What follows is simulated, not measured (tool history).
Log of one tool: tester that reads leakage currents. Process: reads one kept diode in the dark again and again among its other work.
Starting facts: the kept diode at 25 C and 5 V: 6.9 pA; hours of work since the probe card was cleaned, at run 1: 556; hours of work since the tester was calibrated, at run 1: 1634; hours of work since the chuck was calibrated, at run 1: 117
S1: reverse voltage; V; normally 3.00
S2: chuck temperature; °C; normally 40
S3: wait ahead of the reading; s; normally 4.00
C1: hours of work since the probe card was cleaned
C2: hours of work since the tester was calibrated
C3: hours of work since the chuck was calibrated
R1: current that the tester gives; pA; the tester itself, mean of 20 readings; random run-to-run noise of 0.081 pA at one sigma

run    hour     S1  S2    S3    C1    C2   C3     R1
  1     0.0   3.00  40  4.00   556  1634  117  21.78
  2   116.0   3.00  40  4.00   638  1715  199  21.82
  3   169.5   3.00  40  4.00   675  1753  237  21.76
  4   243.3   3.00  40  4.00   727  1805  288  21.54
  5   347.0   3.00  40  4.00   800  1878  361  21.46
  6   437.8   2.79  40  4.00   864  1941  425  20.76
  7   506.9   2.79  40  4.00   913  1990  474  20.51
  8   614.4   2.79  40  4.00   988  2066  549  20.52
  9   703.8   3.00  40  4.00  1051  2128  612  20.92
      772.4  -- tester calibrated
 10   800.6   2.60  40  4.00  1118    20  679  19.78
      810.0  -- chuck's temperature calibrated
 11   870.3   2.60  40  4.07  1165    67   42  21.67
 12   956.5   3.00  40  4.00  1226   128  103  23.21
 13  1073.0   3.00  40  4.00  1308   210  185  22.95
 14  1195.7   3.00  40  4.00  1394   296  271  22.64
 15  1297.3   3.00  40  4.00  1465   368  343  22.60
     1357.1  -- tester calibrated, once more
 16  1392.0   3.00  40  4.00  1531    25  408  23.03
 17  1506.0   3.00  40  4.00  1611   105  488  22.83
 18  1605.0   3.00  40  4.00  1680   174  557  22.88
 19  1687.0   3.00  40  4.00  1738   232  615  22.65
     1785.2  -- chuck's temperature calibrated
 20  1808.2   3.00  40  4.00  1822   316   16  25.00
 21  1929.2   4.39  34  2.84  1907   401  101  20.71
 22  1986.0   3.00  40  0.47  1947   441  141  26.14
 23  2070.4   3.00  40  0.47  2006   500  200  26.01
 24  2147.5   3.00  41  9.74  2060   554  255  26.17
 25  2245.1   3.00  41  9.74  2129   623  323  26.05
 26  2372.9   3.00  41  9.74  2219   713  413  25.57
 27  2466.0   1.93  27  0.78  2284   778  479   9.02
 28  2594.0   3.00  26  9.53  2374   868  569  10.90
 29  2656.9   3.00  26  9.53  2418   912  613  10.85
     2756.7  -- chuck's temperature calibrated
 30  2756.7   3.00  35  4.00  2487   981    0  19.63
 31  2864.1   2.18  57  0.33  2563  1057   76  75.64
 32  2979.9   1.53  56  1.16  2644  1138  157  59.89
 33  3058.5   1.53  56  1.16  2699  1193  212  59.27
 34  3135.1   1.53  56  1.16  2753  1247  266  58.98
 35  3208.6   1.53  56  1.16  2805  1299  318  58.37
 36  3264.0   1.53  56  1.16  2844  1338  357  57.89
 37  3349.9   3.45  23  4.00  2904  1398  417  12.20
 38  3419.6  19.80  23  0.34  2953  1447  466  66.34
 39  3488.1   1.92  25  6.20  3001  1495  514   8.75
 40  3601.9   1.13  32  0.70  3081  1575  594   9.58

Each row is a separate what-if for the run after 40, all from the same tool condition, not one after another. Results?
  A  3683.5   3.00  32  0.79  3139  1633  652   ?
  B  3683.5   4.71  40  4.00  3139  1633  652   ?
  C  3683.5  12.22  34  5.25  3139  1633  652   ?

run     R1
  A  17.30
  B  33.24
  C  47.24
Without the tool's unlogged condition, the same runs would have read:
run     R1
  A  11.81
  B  25.40
  C  22.02
